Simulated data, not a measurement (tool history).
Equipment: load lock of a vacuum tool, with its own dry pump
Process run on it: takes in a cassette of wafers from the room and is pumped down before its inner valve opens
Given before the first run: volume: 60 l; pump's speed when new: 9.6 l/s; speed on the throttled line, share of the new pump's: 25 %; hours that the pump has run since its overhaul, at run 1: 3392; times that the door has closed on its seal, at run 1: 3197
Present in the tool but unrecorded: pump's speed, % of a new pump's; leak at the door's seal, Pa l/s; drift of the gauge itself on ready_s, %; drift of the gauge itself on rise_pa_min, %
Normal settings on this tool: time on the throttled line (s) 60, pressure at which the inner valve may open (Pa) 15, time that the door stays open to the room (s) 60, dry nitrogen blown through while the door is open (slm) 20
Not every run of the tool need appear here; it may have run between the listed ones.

run     day  time on the throttled line (s)  pressure at which the inner valve may open (Pa)  time that the door stays open to the room (s)  dry nitrogen blown through while the door is open (slm)  hours that the pump has run since its overhaul  times that the door has closed on its seal  incoming humidity of the room's air, %  time from the closed door until the inner valve may open (s)  rise of the pressure with all valves shut (Pa/min)
  1   0.000                              60                                               15                                             60                                                       20                                            3392                                        3197                                    46.7                                                         102.1                                               0.057
  2   5.842                              60                                               15                                             60                                                       20                                            3532                                        3534                                    44.6                                                         103.4                                               0.059
  3   9.896                              60                                               15                                             60                                                        7                                            3629                                        3767                                    43.5                                                         102.3                                               0.073
  4  14.583                              31                                               15                                             60                                                       20                                            3742                                        4037                                    42.3                                                          81.3                                               0.069
  5  17.333                              31                                               15                                             60                                                       20                                            3808                                        4195                                    50.1                                                          80.8                                               0.077
  6  21.571                              60                                               15                                             60                                                       20                                            3909                                        4439                                    43.9                                                         102.1                                               0.072
  7  25.479                              60                                               15                                             60                                                       20                                            4003                                        4664                                    42.7                                                         102.1                                               0.087
  8  27.908                              60                                               15                                             60                                                       20                                            4061                                        4804                                    46.0                                                         103.0                                               0.089
  9  32.304                              60                                               15                                             60                                                       20                                            4167                                        5056                                    45.6                                                         101.5                                               0.092
 10  37.083                              60                                               14                                             60                                                       22                                            4282                                        5331                                    43.0                                                         103.1                                               0.096
 11  39.796                             102                                               16                                             47                                                       37                                            4347                                        5488                                    43.3                                                         132.6                                               0.100
 12  43.962                             114                                               16                                             65                                                       37                                            4447                                        5727                                    43.4                                                         141.5                                               0.103
 13  46.625                              43                                               15                                             60                                                       10                                            4511                                        5880                                    42.4                                                          90.5                                               0.111
 14  49.654                              43                                               15                                             60                                                       10                                            4583                                        6055                                    46.8                                                          89.8                                               0.122
 15  52.646                              43                                               17                                             60                                                       26                                            4655                                        6227                                    44.6                                                          89.4                                               0.114

For some of the steps in time from the closed door until the inner valve may open (s) from one run to the next: how much would appear even if the tool had no hidden state, given the settings, what came in and random variation, and how much remains for the hidden state plus any gauge scatter that the measured result and the result without hidden state don't share?
Run 12 -> 13: time on the throttled line (s) 114 -> 43, pressure at which the inner valve may open (Pa) 16 -> 15, time that the door stays open to the room (s) 65 -> 60, dry nitrogen blown through while the door is open (slm) 37 -> 10. time from the closed door until the inner valve may open (s) -51.0: hidden state +1.2, all else -52.2.
